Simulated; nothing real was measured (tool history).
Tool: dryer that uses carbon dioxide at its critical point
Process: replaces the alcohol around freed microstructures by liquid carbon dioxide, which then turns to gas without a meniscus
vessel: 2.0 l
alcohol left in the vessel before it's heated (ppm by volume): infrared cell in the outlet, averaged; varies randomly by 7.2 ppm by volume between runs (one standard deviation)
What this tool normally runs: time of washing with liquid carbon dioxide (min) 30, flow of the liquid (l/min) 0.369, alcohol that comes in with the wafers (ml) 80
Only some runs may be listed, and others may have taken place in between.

| run | hour | time of washing with liquid carbon dioxide (min) | flow of the liquid (l/min) | alcohol that comes in with the wafers (ml) | alcohol left in the vessel before it's heated (ppm by volume) |
|---|---|---|---|---|---|
| 1 | 0 | 30 | 0.369 | 80 | 508 |
| 2 | 36.4 | 30 | 0.369 | 80 | 502 |
| 3 | 79 | 30 | 0.369 | 80 | 526 |
| 4 | 120.1 | 30 | 0.369 | 80 | 522 |
| 5 | 186.4 | 30 | 0.369 | 80 | 572 |
| 6 | 225.7 | 30 | 0.369 | 42 | 356 |
| 7 | 261.5 | 30 | 0.369 | 42 | 349 |
| 8 | 323.5 | 30 | 0.369 | 42 | 385 |
| 9 | 388 | 30 | 0.369 | 42 | 383 |
| 10 | 418 | 20 | 0.369 | 80 | 2187 |
| 11 | 463.3 | 20 | 0.369 | 80 | 2213 |
| 12 | 528.4 | 20 | 0.369 | 80 | 2257 |
| 13 | 562.3 | 20 | 0.369 | 80 | 2289 |
| 14 | 622.2 | 20 | 0.369 | 80 | 2345 |
| 15 | 679.4 | 30 | 0.369 | 80 | 675 |
|  | 711.2 | inlet filter changed |
| 16 | 740.3 | 30 | 0.369 | 80 | 526 |
| 17 | 803 | 30 | 0.369 | 80 | 523 |
| 18 | 867 | 30 | 0.275 | 21 | 510 |
| 19 | 895.6 | 27 | 0.4 | 42 | 391 |
| 20 | 939.9 | 27 | 0.386 | 59 | 566 |
| 21 | 1000.3 | 35 | 0.563 | 52 | 197 |
| 22 | 1060.9 | 30 | 0.38 | 80 | 549 |
| 23 | 1108.5 | 30 | 0.38 | 80 | 548 |
|  | 1156 | purifier's bed changed |
| 24 | 1162.6 | 48 | 0.58 | 79 | 1 |
| 25 | 1220.7 | 48 | 0.58 | 79 | 3 |
| 26 | 1282.8 | 43 | 0.604 | 56 | 11 |
| 27 | 1316.2 | 47 | 0.583 | 100 | 17 |
| 28 | 1353.3 | 47 | 0.583 | 88 | 22 |
| 29 | 1413.1 | 30 | 0.369 | 46 | 308 |

The next listed run, before its measurement:
| 30 | 1476.2 | 30 | 0.349 | 80 | ? |

Run 30 gave alcohol left in the vessel before it's heated (ppm by volume) 669.
With the hidden condition absent and the run-to-run variation left alone, this run would have shown alcohol left in the vessel before it's heated (ppm by volume) 441.
